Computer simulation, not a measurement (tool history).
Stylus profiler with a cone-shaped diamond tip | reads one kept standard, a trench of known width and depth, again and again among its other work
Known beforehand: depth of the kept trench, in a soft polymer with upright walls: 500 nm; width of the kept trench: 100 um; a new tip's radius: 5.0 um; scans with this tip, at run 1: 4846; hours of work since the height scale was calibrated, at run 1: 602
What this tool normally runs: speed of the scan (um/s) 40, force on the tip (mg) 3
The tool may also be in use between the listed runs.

run,hour,speed of the scan (um/s),force on the tip (mg),scans with this tip,hours of work since the height scale was calibrated,depth of the trench (angstrom),width of the trench's floor (µm)
1,0,40,3,4846,602,5081.3,94.74
2,33.9,40,2.29,5006,622,5068.1,94.68
3,103.7,40,4.31,5338,663,5103.4,94.75
4,141.2,40,3,5515,685,5080.8,94.67
5,177.3,40,3,5686,707,5084,94.69
6,223.3,40,3,5905,734,5081.4,94.61
7,262.3,40,3,6089,757,5083,94.61
8,327,40,3,6396,795,5080.2,94.56
9,388.3,10,3,6687,831,5081.1,94.7
10,418.3,10,3,6829,849,5080.3,94.68
11,474.7,40,4.32,7096,882,5102.6,94.54
12,521.7,40,4.32,7319,909,5105.8,94.45
13,574.7,25,3,7570,941,5080.7,94.51
# hour 578.6: height scale calibrated on a step standard
14,638,20,1.07,7868,35,5033.3,94.43
15,676.7,22,2.74,8051,58,5072,94.46
16,726.2,98,3.64,8286,87,5089.2,94.07
17,772.6,104,7.93,8506,114,5152.1,94.12
18,807.2,29,1.56,8670,135,5045.4,94.31
19,870.7,49,2.58,8971,172,5068.9,94.22
# hour 892.3: height scale calibrated on a step standard, once more
20,902.1,81,3.76,9117,6,5101.2,94.12
21,943.3,31,1.22,9312,30,5048.2,94.19
22,985.1,46,1.56,9511,55,5056.7,94.05

Forecast each of these 5 alternatives for the next run:
A,1024.1,121,1.35,9695,78,?,?
B,1024.1,67,5.33,9695,78,?,?
C,1024.1,57,3,9695,78,?,?
D,1024.1,19,5.12,9695,78,?,?
E,1024.1,61,1.02,9695,78,?,?

run,depth of the trench (angstrom),width of the trench's floor (µm)
A,5051.9,93.43
B,5129.6,94.12
C,5087.2,94.18
D,5124.2,94.37
E,5042.8,93.83
With the hidden condition removed and each run's random variation left untouched, the same runs would have given:
run,depth of the trench (angstrom),width of the trench's floor (µm)
A,5050.8,94.68
B,5128.5,95.36
C,5086.1,95.43
D,5123.1,95.62
E,5041.8,95.08
